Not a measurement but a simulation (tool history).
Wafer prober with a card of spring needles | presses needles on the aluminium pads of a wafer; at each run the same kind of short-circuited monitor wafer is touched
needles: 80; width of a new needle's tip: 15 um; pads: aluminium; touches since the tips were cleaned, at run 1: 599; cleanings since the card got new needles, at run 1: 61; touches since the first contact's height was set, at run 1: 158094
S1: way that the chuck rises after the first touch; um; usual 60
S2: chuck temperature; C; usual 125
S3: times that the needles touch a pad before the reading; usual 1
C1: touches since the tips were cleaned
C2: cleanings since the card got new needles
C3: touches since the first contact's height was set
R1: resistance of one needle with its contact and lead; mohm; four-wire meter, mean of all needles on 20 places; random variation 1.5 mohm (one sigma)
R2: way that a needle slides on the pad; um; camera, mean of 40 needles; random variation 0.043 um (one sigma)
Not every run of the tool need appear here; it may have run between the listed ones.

run 1 hour=0 | S1=60 S2=125 S3=1 | C1=599 C2=61 C3=158094 | R1=154 R2=12.18
-- hour=11.1 tips cleaned on abrasive film
run 2 hour=21.3 | S1=60 S2=125 S3=1 | C1=7173 C2=62 C3=173075 | R1=166 R2=12.21
-- hour=24.3 tips cleaned on abrasive film
-- hour=39 tips cleaned on abrasive film
run 3 hour=45.9 | S1=60 S2=125 S3=1 | C1=4902 C2=64 C3=190389 | R1=164 R2=12.1
-- hour=51.9 tips cleaned on abrasive film
-- hour=66.6 tips cleaned on abrasive film
run 4 hour=72.8 | S1=60 S2=125 S3=1 | C1=4388 C2=66 C3=209266 | R1=161 R2=12.17
-- hour=78.8 tips cleaned on abrasive film
-- hour=91.7 tips cleaned on abrasive film
-- hour=94.9 height of the first contact set anew
run 5 hour=99 | S1=60 S2=125 S3=1 | C1=4984 C2=68 C3=2910 | R1=163 R2=12.45
-- hour=104.2 tips cleaned on abrasive film
-- hour=118.6 tips cleaned on abrasive film
-- hour=132.5 tips cleaned on abrasive film
run 6 hour=139.2 | S1=48 S2=67 S3=2 | C1=4739 C2=71 C3=31156 | R1=157 R2=9.92
-- hour=145.2 tips cleaned on abrasive film
-- hour=159.9 tips cleaned on abrasive film
run 7 hour=164.4 | S1=79 S2=41 S3=1 | C1=3160 C2=73 C3=48786 | R1=141 R2=16.36
-- hour=173.2 tips cleaned on abrasive film
-- hour=186.8 tips cleaned on abrasive film
-- hour=201 tips cleaned on abrasive film
-- hour=214.4 tips cleaned on abrasive film
run 8 hour=214.4 | S1=60 S2=59 S3=1 | C1=0 C2=77 C3=83882 | R1=139 R2=12.3
-- hour=228.5 tips cleaned on abrasive film
-- hour=242.8 tips cleaned on abrasive film
run 9 hour=248.6 | S1=60 S2=59 S3=1 | C1=4089 C2=79 C3=107984 | R1=154 R2=12.26
-- hour=257.5 tips cleaned on abrasive film
-- hour=272.1 tips cleaned on abrasive film
run 10 hour=273.7 | S1=60 S2=51 S3=1 | C1=1129 C2=81 C3=125596 | R1=144 R2=12.2

Forecast each of these 5 alternatives for the next run:
-- hour=284.8 tips cleaned on abrasive film
-- hour=299 tips cleaned on abrasive film
-- hour=312.9 tips cleaned on abrasive film
-- hour=326.2 tips cleaned on abrasive film
run A hour=326.2 | S1=46 S2=125 S3=1 | C1=0 C2=85 C3=162488 | R1=? R2=?
-- hour=284.8 tips cleaned on abrasive film
-- hour=299 tips cleaned on abrasive film
-- hour=312.9 tips cleaned on abrasive film
-- hour=326.2 tips cleaned on abrasive film
run B hour=326.2 | S1=56 S2=34 S3=1 | C1=0 C2=85 C3=162488 | R1=? R2=?
-- hour=284.8 tips cleaned on abrasive film
-- hour=299 tips cleaned on abrasive film
-- hour=312.9 tips cleaned on abrasive film
-- hour=326.2 tips cleaned on abrasive film
run C hour=326.2 | S1=60 S2=35 S3=1 | C1=0 C2=85 C3=162488 | R1=? R2=?
-- hour=284.8 tips cleaned on abrasive film
-- hour=299 tips cleaned on abrasive film
-- hour=312.9 tips cleaned on abrasive film
-- hour=326.2 tips cleaned on abrasive film
run D hour=326.2 | S1=61 S2=76 S3=2 | C1=0 C2=85 C3=162488 | R1=? R2=?
-- hour=284.8 tips cleaned on abrasive film
-- hour=299 tips cleaned on abrasive film
-- hour=312.9 tips cleaned on abrasive film
-- hour=326.2 tips cleaned on abrasive film
run E hour=326.2 | S1=48 S2=44 S3=1 | C1=0 C2=85 C3=162488 | R1=? R2=?

run=A R1=154 R2=9.36
run=B R1=138 R2=11.41
run=C R1=138 R2=12.16
run=D R1=144 R2=12.47
run=E R1=143 R2=9.76
With the hidden condition removed and each run's random variation left untouched, the same runs would have given:
run=A R1=150 R2=9.57
run=B R1=135 R2=11.63
run=C R1=135 R2=12.37
run=D R1=142 R2=12.68
run=E R1=139 R2=9.97

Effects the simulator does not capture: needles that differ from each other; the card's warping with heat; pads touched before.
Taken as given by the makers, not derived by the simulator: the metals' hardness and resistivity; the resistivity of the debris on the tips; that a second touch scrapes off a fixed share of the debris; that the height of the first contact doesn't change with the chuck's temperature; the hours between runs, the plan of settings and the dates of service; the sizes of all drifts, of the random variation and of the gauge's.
